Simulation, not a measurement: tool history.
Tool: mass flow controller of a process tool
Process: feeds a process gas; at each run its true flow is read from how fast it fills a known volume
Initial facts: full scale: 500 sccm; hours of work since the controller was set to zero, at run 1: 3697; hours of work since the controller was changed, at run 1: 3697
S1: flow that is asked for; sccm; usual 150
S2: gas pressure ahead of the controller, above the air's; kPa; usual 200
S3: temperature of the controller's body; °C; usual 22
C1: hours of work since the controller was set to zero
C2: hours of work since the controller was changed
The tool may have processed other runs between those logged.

Run 1, hour 0: usual settings; C1 3697; C2 3697. Result: true flow (%) 102.59.
Run 2, hour 214: usual settings; C1 3818; C2 3818. Result: true flow (%) 102.55.
Run 3, hour 553: usual settings; C1 4011; C2 4011. Result: true flow (%) 102.98.
Run 4, hour 887.2: usual settings; C1 4201; C2 4201. Result: true flow (%) 103.29.
Run 5, hour 1066.7: usual settings but S2 177 kPa; C1 4303; C2 4303. Result: true flow (%) 103.21.
Run 6, hour 1316.6: usual settings; C1 4445; C2 4445. Result: true flow (%) 103.41.
Run 7, hour 1613.4: usual settings; C1 4614; C2 4614. Result: true flow (%) 103.6.
Run 8, hour 1913.1: usual settings; C1 4784; C2 4784. Result: true flow (%) 103.82.
Run 9, hour 2203.3: usual settings; C1 4949; C2 4949. Result: true flow (%) 104.11.
Run 10, hour 2440.8: usual settings; C1 5084; C2 5084. Result: true flow (%) 104.18.
Run 11, hour 2628.9: usual settings; C1 5191; C2 5191. Result: true flow (%) 104.3.
Run 12, hour 2892.9: usual settings; C1 5341; C2 5341. Result: true flow (%) 104.33.
At hour 2927.5: controller exchanged for a calibrated one.
Run 13, hour 3114.2: usual settings but S2 270 kPa; C1 106; C2 106. Result: true flow (%) 98.67.
Run 14, hour 3293.5: usual settings but S2 270 kPa; C1 208; C2 208. Result: true flow (%) 98.73.
Run 15, hour 3518.8: usual settings but S2 201 kPa; C1 336; C2 336. Result: true flow (%) 99.09.
Run 16, hour 3797.5: usual settings but S3 32 °C; C1 495; C2 495. Result: true flow (%) 99.84.
Run 17, hour 4031.5: usual settings but S3 32 °C; C1 628; C2 628. Result: true flow (%) 99.94.
Run 18, hour 4300.2: usual settings; C1 780; C2 780. Result: true flow (%) 99.39.
Run 19, hour 4535.2: usual settings; C1 914; C2 914. Result: true flow (%) 99.69.
Run 20, hour 4788.6: usual settings; C1 1058; C2 1058. Result: true flow (%) 99.87.
Run 21, hour 5079.7: usual settings; C1 1223; C2 1223. Result: true flow (%) 99.95.
Run 22, hour 5313.1: usual settings; C1 1356; C2 1356. Result: true flow (%) 99.95.
Run 23, hour 5641.3: usual settings but S2 202 kPa; C1 1543; C2 1543. Result: true flow (%) 100.35.
Run 24, hour 5917.4: usual settings but S2 202 kPa; C1 1700; C2 1700. Result: true flow (%) 100.51.
Run 25, hour 6061.3: usual settings but S2 202 kPa; C1 1781; C2 1781. Result: true flow (%) 100.59.
Run 26, hour 6372.9: usual settings but S1 120 sccm, S2 206 kPa, S3 32 °C; C1 1959; C2 1959. Result: true flow (%) 101.6.
Run 27, hour 6543.9: usual settings but S1 69 sccm, S2 206 kPa, S3 35 °C; C1 2056; C2 2056. Result: true flow (%) 102.43.
Run 28, hour 6743.5: usual settings but S1 57 sccm, S2 266 kPa, S3 30 °C; C1 2169; C2 2169. Result: true flow (%) 102.43.
Run 29, hour 6903.9: usual settings but S2 238 kPa; C1 2260; C2 2260. Result: true flow (%) 101.18.
Run 30, hour 7206.7: usual settings but S1 52 sccm, S2 156 kPa; C1 2433; C2 2433. Result: true flow (%) 102.89.
Run 31, hour 7480.5: usual settings but S1 52 sccm, S2 156 kPa; C1 2588; C2 2588. Result: true flow (%) 103.17.
Run 32, hour 7815.5: usual settings but S1 67 sccm, S2 156 kPa; C1 2779; C2 2779. Result: true flow (%) 102.8.
Run 33, hour 8001.3: usual settings but S1 67 sccm, S2 156 kPa; C1 2884; C2 2884. Result: true flow (%) 103.16.
Run 34, hour 8202.7: usual settings but S1 67 sccm, S2 156 kPa, S3 38 °C; C1 2999; C2 2999. Result: true flow (%) 104.33.
Run 35, hour 8380.3: usual settings but S1 327 sccm; C1 3100; C2 3100. Result: true flow (%) 101.96.
Run 36, hour 8557.2: usual settings but S1 327 sccm; C1 3200; C2 3200. Result: true flow (%) 102.09.
Run 37, hour 8897.1: usual settings but S1 107 sccm, S2 272 kPa, S3 27 °C; C1 3393; C2 3393. Result: true flow (%) 102.94.
Run 38, hour 9154.3: usual settings but S1 107 sccm, S2 272 kPa, S3 27 °C; C1 3540; C2 3540. Result: true flow (%) 103.25.
Run 39, hour 9304: usual settings but S1 275 sccm, S2 251 kPa, S3 27 °C; C1 3625; C2 3625. Result: true flow (%) 102.81.
Run 40, hour 9478.4: usual settings but S1 67 sccm, S2 142 kPa; C1 3724; C2 3724. Result: true flow (%) 104.43.
Run 41, hour 9649.2: usual settings but S1 78 sccm, S3 24 °C; C1 3821; C2 3821. Result: true flow (%) 104.23.
Run 42, hour 9907.2: usual settings but S1 78 sccm, S3 24 °C; C1 3968; C2 3968. Result: true flow (%) 104.19.
Run 43, hour 10087.6: usual settings but S1 488 sccm, S2 141 kPa, S3 35 °C; C1 4070; C2 4070. Result: true flow (%) 104.36.
Run 44, hour 10384.7: usual settings but S1 488 sccm, S2 166 kPa, S3 30 °C; C1 4239; C2 4239. Result: true flow (%) 104.11.
Run 45, hour 10627.4: usual settings but S2 235 kPa, S3 23 °C; C1 4377; C2 4377. Result: true flow (%) 103.68.
Run 46, hour 10826.6: usual settings but S2 235 kPa, S3 23 °C; C1 4490; C2 4490. Result: true flow (%) 103.69.
Run 47, hour 11148.1: usual settings but S3 27 °C; C1 4673; C2 4673. Result: true flow (%) 104.13.
Run 48, hour 11353.9: usual settings but S3 27 °C; C1 4790; C2 4790. Result: true flow (%) 104.36.

3 options for the next run, each taken on its own from the tool as it stands now. Forecast them:
Run A, hour 11667.2: usual settings but S2 143 kPa; C1 4968; C2 4968. Result: true flow (%) ?.
Run B, hour 11667.2: usual settings but S1 99 sccm, S2 160 kPa, S3 39 °C; C1 4968; C2 4968. Result: true flow (%) ?.
Run C, hour 11667.2: usual settings but S1 54 sccm, S2 140 kPa, S3 29 °C; C1 4968; C2 4968. Result: true flow (%) ?.

run  true flow (%)
  A         104.52
  B         106.24
  C         107.82
With the hidden condition removed and each run's random variation left untouched, the same runs would have given:
run  true flow (%)
  A          98.78
  B          99.52
  C          98.66
